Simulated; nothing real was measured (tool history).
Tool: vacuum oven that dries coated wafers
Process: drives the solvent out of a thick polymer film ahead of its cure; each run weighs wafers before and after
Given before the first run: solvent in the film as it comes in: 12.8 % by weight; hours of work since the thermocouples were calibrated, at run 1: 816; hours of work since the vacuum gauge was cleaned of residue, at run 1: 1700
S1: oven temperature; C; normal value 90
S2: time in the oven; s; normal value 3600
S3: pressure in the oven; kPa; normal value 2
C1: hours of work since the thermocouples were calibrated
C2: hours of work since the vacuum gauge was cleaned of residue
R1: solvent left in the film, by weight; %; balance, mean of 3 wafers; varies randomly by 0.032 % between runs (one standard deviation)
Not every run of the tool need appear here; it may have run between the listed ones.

run   hour  S1    S2    S3    C1    C2    R1
  1      0  90  3600     2   816  1700  2.14
  2   66.3  90  3600     2   852  1736  2.15
  3  136.9  90  3600     2   890  1773   2.1
  4  190.5  90  3600     2   919  1802  2.09
  5  294.3  83  3600     2   974  1858  3.61
  6  384.8  78  3960  2.35  1023  1906  4.61
  7  460.6  77  2280  4.17  1063  1947  7.29
  8  566.1  99  2280  5.98  1120  2004  2.95

Run 9 comes next. What will it give?
  9  654.4  98  3600  7.5  1167  2051   ?

{"run 9": {"R1": 2.88}}
If the tool had no hidden condition, the same run with the same run-to-run variation would have returned R1 2.89 %.

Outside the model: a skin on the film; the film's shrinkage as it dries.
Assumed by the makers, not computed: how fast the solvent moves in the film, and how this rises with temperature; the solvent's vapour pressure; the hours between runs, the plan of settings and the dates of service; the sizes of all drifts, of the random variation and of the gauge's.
